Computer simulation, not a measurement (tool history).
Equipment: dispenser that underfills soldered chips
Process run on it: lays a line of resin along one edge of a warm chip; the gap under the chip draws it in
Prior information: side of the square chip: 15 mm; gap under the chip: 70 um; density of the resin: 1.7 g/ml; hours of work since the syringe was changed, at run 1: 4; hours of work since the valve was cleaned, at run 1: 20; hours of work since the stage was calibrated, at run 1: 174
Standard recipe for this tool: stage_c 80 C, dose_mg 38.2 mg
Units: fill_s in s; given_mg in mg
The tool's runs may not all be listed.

run   hour  stage_c  dose_mg  hours of work since the syringe was changed  hours of work since the valve was cleaned  hours of work since the stage was calibrated  fill_s  given_mg
  1      0       80     38.2                                            4                                         20                                           174   247.8     38.02
       4.6  -- new syringe of resin
  2    8.7       80     38.2                                            3                                         25                                           179   233.5      37.7
      15.3  -- new syringe of resin
  3   17.5       81     38.2                                            1                                         31                                           184   209.3     37.89
  4   23.4       81     38.2                                            5                                         34                                           188   252.2      37.7
        26  -- new syringe of resin
  5   33.8       81     49.5                                            5                                         41                                           194   243.1     48.77
      37.3  -- new syringe of resin
  6   43.4       81     49.5                                            4                                         47                                           200   231.1     48.64
      48.1  -- new syringe of resin
  7   50.1       85     49.5                                            1                                         51                                           204     171     48.76
      58.8  -- new syringe of resin
  8   58.8       72     38.2                                            0                                         56                                           209   301.6     37.51
  9   66.8       72     38.2                                            5                                         61                                           214   378.1     37.38
      69.8  -- new syringe of resin
 10   79.5       80     46.1                                            6                                         69                                           222   266.7     44.91
      80.5  -- new syringe of resin
      91.1  -- new syringe of resin
 11   91.7       80     46.1                                            0                                         76                                           230   203.5     44.85
 12   99.3       80     46.1                                            5                                         81                                           234   251.6     44.79
     102.3  -- new syringe of resin
 13    106       80     46.1                                            2                                         85                                           238     224     44.61
     112.9  -- new syringe of resin
 14  113.3       68     46.1                                            0                                         89                                           243   348.6     44.53
     123.7  -- new syringe of resin
 15  125.6       71     38.2                                            1                                         97                                           250     333     36.91
 16  133.2       80     38.2                                            6                                        101                                           255   273.8     36.64
     134.9  -- new syringe of resin
     146.3  -- new syringe of resin
 17  146.3       80     38.2                                            0                                        109                                           263   211.4     36.85
     157.2  -- new syringe of resin
 18  160.3       80     38.2                                            2                                        118                                           271     226     36.32
     167.9  -- new syringe of resin
 19  174.6       68     39.6                                            4                                        127                                           280   432.3     37.57
     178.6  -- new syringe of resin
     182.4  -- dispensing valve cleaned and set on the balance
 20  188.7       89     38.2                                            6                                          4                                           288   182.7      38.2
     190.3  -- new syringe of resin
 21  195.7       70     38.2                                            3                                          8                                           292   379.7     38.06
     201.2  -- new syringe of resin
 22  204.6       73     32.8                                            2                                         14                                           298   308.2     32.62
     211.9  -- new syringe of resin
 23  214.3       81     33.2                                            1                                         19                                           304   216.4     32.68
       223  -- new syringe of resin
 24  225.7       85     38.2                                            2                                         26                                           311   175.3     37.83
     234.1  -- new syringe of resin
 25  237.1       85     38.2                                            2                                         33                                           318   173.3     37.62
     245.2  -- new syringe of resin
 26  250.3       86     34.7                                            3                                         41                                           326   185.8     34.29
     256.2  -- new syringe of resin
 27  259.6       86     34.7                                            2                                         47                                           331   174.6     33.89
 28  265.4       74       47                                            6                                         51                                           335   330.3     45.94
     267.2  -- new syringe of resin
       278  -- new syringe of resin
 29  279.6       74       47                                            1                                         59                                           344   273.5     45.92
     289.4  -- new syringe of resin
 30  291.3       92       33                                            1                                         66                                           351   136.1     32.26
 31  299.5       92       33                                            6                                         72                                           356   176.5     32.18
     300.5  -- new syringe of resin
     311.1  -- new syringe of resin
 32  312.2       86     33.2                                            1                                         79                                           363   168.7     32.04
 33  318.4       86     33.2                                            5                                         83                                           367   203.1     32.05
     321.9  -- new syringe of resin
 34  325.1       87     34.1                                            2                                         87                                           371   170.9     32.93
     333.2  -- new syringe of resin
 35  334.4       73     44.5                                            1                                         93                                           377   277.4     42.94

4 options for the next run, each taken on its own from the tool as it stands now. Forecast them:
  A  342.7       86     36.5                                            6                                         98                                           382       ?         ?
  B  342.7       77     44.5                                            6                                         98                                           382       ?         ?
  C  342.7       82     42.8                                            6                                         98                                           382       ?         ?
  D  342.7       82     44.6                                            6                                         98                                           382       ?         ?

run  fill_s  given_mg
  A   211.7     35.15
  B   292.5     42.72
  C   239.7     41.12
  D   236.5     42.77
With the hidden condition removed and each run's random variation left untouched, the same runs would have given:
run  fill_s  given_mg
  A   164.4     36.61
  B   229.1      44.5
  C   187.3     42.83
  D     185     44.55

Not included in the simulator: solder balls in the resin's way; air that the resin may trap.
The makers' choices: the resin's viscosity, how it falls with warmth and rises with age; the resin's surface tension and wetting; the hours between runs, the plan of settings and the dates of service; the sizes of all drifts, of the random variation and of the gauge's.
